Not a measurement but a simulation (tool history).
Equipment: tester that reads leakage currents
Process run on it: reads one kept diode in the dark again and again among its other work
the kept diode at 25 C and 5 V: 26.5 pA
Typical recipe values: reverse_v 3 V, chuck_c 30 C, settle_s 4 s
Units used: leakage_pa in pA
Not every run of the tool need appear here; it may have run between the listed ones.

run,day,reverse_v,chuck_c,settle_s,leakage_pa
1,0,3,30,4,39.24
2,2.2,3,40,4,91.47
3,4.204,3,40,4,92.33
4,7.538,9.19,30,4,58.21
5,9.779,9.19,30,4,58.48
# day 11.692: chuck's temperature calibrated
6,13.854,9.19,30,4,54.68
7,18.317,9.19,24,4,33.97
8,21.667,9.81,24,1.65,35.95
9,25.354,3.42,39,0.49,84.18
10,27.421,2.86,30,0.59,38
11,30.008,12.65,35,3.47,96.31
12,33.667,12.65,35,3.47,96.5
13,36.912,2.59,35,2.61,55.92

Forecast each of these 4 alternatives for the next run:
A,39.233,2.59,23,2.61,?
B,39.233,2.3,35,2.61,?
C,39.233,4.28,22,3.56,?
D,39.233,3,28,6.16,?

run,leakage_pa
A,20.58
B,53.66
C,22.82
D,32.68
With the hidden condition removed and each run's random variation left untouched, the same runs would have given:
run,leakage_pa
A,18.18
B,50.78
C,19.13
D,29.72
